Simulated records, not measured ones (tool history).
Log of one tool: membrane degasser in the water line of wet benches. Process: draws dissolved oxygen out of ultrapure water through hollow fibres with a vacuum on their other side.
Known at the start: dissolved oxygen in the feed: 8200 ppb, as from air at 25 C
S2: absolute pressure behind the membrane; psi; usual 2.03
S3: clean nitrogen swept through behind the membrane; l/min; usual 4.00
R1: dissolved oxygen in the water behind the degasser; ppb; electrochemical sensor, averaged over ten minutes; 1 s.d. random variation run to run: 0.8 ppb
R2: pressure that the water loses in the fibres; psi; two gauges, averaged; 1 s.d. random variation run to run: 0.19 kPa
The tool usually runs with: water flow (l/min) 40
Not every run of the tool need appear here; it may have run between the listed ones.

{"run": 1, "hour": 0.0, "water flow (l/min)": 40, "S2": 2.03, "S3": 4.0, "R1": 259.6, "R2": 5.355}
{"run": 2, "hour": 199.9, "water flow (l/min)": 40, "S2": 2.03, "S3": 4.0, "R1": 259.0, "R2": 5.33}
{"run": 3, "hour": 432.9, "water flow (l/min)": 40, "S2": 2.03, "S3": 4.0, "R1": 260.3, "R2": 5.327}
{"run": 4, "hour": 656.4, "water flow (l/min)": 40, "S2": 2.03, "S3": 4.0, "R1": 259.8, "R2": 5.297}
{"run": 5, "hour": 816.6, "water flow (l/min)": 40, "S2": 2.03, "S3": 4.0, "R1": 261.2, "R2": 5.319}
{"run": 6, "hour": 975.6, "water flow (l/min)": 33, "S2": 2.03, "S3": 4.0, "R1": 215.6, "R2": 4.424}
{"run": 7, "hour": 1153.7, "water flow (l/min)": 40, "S2": 2.03, "S3": 4.55, "R1": 232.8, "R2": 5.33}
{"hour": 1196.8, "done": "vacuum gauge calibrated"}
{"run": 8, "hour": 1422.5, "water flow (l/min)": 40, "S2": 2.03, "S3": 4.55, "R1": 234.6, "R2": 5.414}
{"run": 9, "hour": 1582.0, "water flow (l/min)": 40, "S2": 2.03, "S3": 4.55, "R1": 234.9, "R2": 5.346}
{"run": 10, "hour": 1762.2, "water flow (l/min)": 30, "S2": 2.03, "S3": 4.55, "R1": 175.0, "R2": 4.054}
{"run": 11, "hour": 1967.8, "water flow (l/min)": 30, "S2": 2.03, "S3": 4.55, "R1": 175.0, "R2": 4.047}
{"run": 12, "hour": 2227.3, "water flow (l/min)": 60, "S2": 1.65, "S3": 4.81, "R1": 292.3, "R2": 8.086}
{"hour": 2317.7, "done": "vacuum gauge calibrated, once more"}
{"run": 13, "hour": 2492.4, "water flow (l/min)": 43, "S2": 3.7, "S3": 4.0, "R1": 547.9, "R2": 5.802}
{"run": 14, "hour": 2654.4, "water flow (l/min)": 30, "S2": 3.1, "S3": 8.28, "R1": 164.7, "R2": 4.036}
{"run": 15, "hour": 2840.1, "water flow (l/min)": 30, "S2": 3.1, "S3": 2.69, "R1": 461.2, "R2": 4.074}
{"hour": 3015.4, "done": "seals of the vacuum lines changed"}
{"run": 16, "hour": 3098.3, "water flow (l/min)": 30, "S2": 3.1, "S3": 2.69, "R1": 455.0, "R2": 4.061}
{"run": 17, "hour": 3224.2, "water flow (l/min)": 25, "S2": 3.1, "S3": 9.08, "R1": 123.5, "R2": 3.384}
{"run": 18, "hour": 3398.6, "water flow (l/min)": 25, "S2": 2.29, "S3": 2.92, "R1": 251.7, "R2": 3.323}
{"run": 19, "hour": 3602.4, "water flow (l/min)": 25, "S2": 3.63, "S3": 2.92, "R1": 426.4, "R2": 3.385}
{"run": 20, "hour": 3871.8, "water flow (l/min)": 25, "S2": 3.63, "S3": 2.92, "R1": 426.0, "R2": 3.416}
{"run": 21, "hour": 4033.1, "water flow (l/min)": 40, "S2": 2.03, "S3": 9.99, "R1": 115.5, "R2": 5.44}

Each row is a separate what-if for the run after 21, all from the same tool condition, not one after another. Results?
{"run": "A", "hour": 4301.3, "water flow (l/min)": 40, "S2": 2.23, "S3": 4.0, "R1": "?", "R2": "?"}
{"run": "B", "hour": 4301.3, "water flow (l/min)": 45, "S2": 1.83, "S3": 9.99, "R1": "?", "R2": "?"}
{"run": "C", "hour": 4301.3, "water flow (l/min)": 59, "S2": 4.26, "S3": 4.56, "R1": "?", "R2": "?"}
{"run": "D", "hour": 4301.3, "water flow (l/min)": 53, "S2": 3.16, "S3": 9.99, "R1": "?", "R2": "?"}
{"run": "E", "hour": 4301.3, "water flow (l/min)": 34, "S2": 1.33, "S3": 1.7, "R1": "?", "R2": "?"}

run=A R1=291.1 R2=5.445
run=B R1=121.1 R2=6.137
run=C R1=771.7 R2=8.051
run=D R1=270.5 R2=7.248
run=E R1=266.7 R2=4.595
Take away the tool's hidden state, keep each run's random variation, and the runs would have read:
run=A R1=286.8 R2=5.234
run=B R1=116.4 R2=5.900
run=C R1=760.5 R2=7.741
run=D R1=262.4 R2=6.969
run=E R1=262.9 R2=4.416

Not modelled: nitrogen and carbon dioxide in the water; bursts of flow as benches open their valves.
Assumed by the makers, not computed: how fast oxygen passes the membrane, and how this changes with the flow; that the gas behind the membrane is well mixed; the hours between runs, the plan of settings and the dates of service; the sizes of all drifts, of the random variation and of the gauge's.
